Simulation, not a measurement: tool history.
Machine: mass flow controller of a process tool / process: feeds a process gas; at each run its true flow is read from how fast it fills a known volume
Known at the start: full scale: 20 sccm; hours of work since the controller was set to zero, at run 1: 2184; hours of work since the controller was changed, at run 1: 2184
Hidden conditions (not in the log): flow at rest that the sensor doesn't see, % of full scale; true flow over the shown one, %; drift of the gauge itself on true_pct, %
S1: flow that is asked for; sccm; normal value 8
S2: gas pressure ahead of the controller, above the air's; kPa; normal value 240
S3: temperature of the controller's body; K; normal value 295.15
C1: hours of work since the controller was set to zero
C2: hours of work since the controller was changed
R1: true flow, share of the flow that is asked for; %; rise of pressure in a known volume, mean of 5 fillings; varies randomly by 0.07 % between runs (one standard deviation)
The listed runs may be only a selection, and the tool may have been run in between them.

run	day	S1	S2	S3	C1	C2	R1
1	0.000	8	240	295.15	2184	2184	99.51
2	6.092	8	240	302.15	2248	2248	99.56
3	12.225	8	240	302.15	2311	2311	99.63
4	16.804	8	240	302.15	2359	2359	99.67
5	20.896	8	240	302.15	2402	2402	99.78
6	26.762	8	205	295.15	2462	2462	99.54
# day 27.454: controller's zero set anew
7	33.929	3	251	295.15	67	2537	97.81
8	38.904	3	251	295.15	119	2588	97.79
9	46.258	3	251	295.15	195	2665	97.72
10	51.512	3	252	297.15	250	2719	97.80

How would selected steps in R1 from run to run divide? Give the signed amount a tool lacking its hidden state would still show from settings, what came in and random variation, and the signed amount left for the hidden state, including any gauge scatter that is not in both of the compared results.
Run 6 -> 7: S1 8 -> 3, S2 205 -> 251, controller's zero set anew. R1 -1.73 %: hidden state -1.21, all else -0.52.
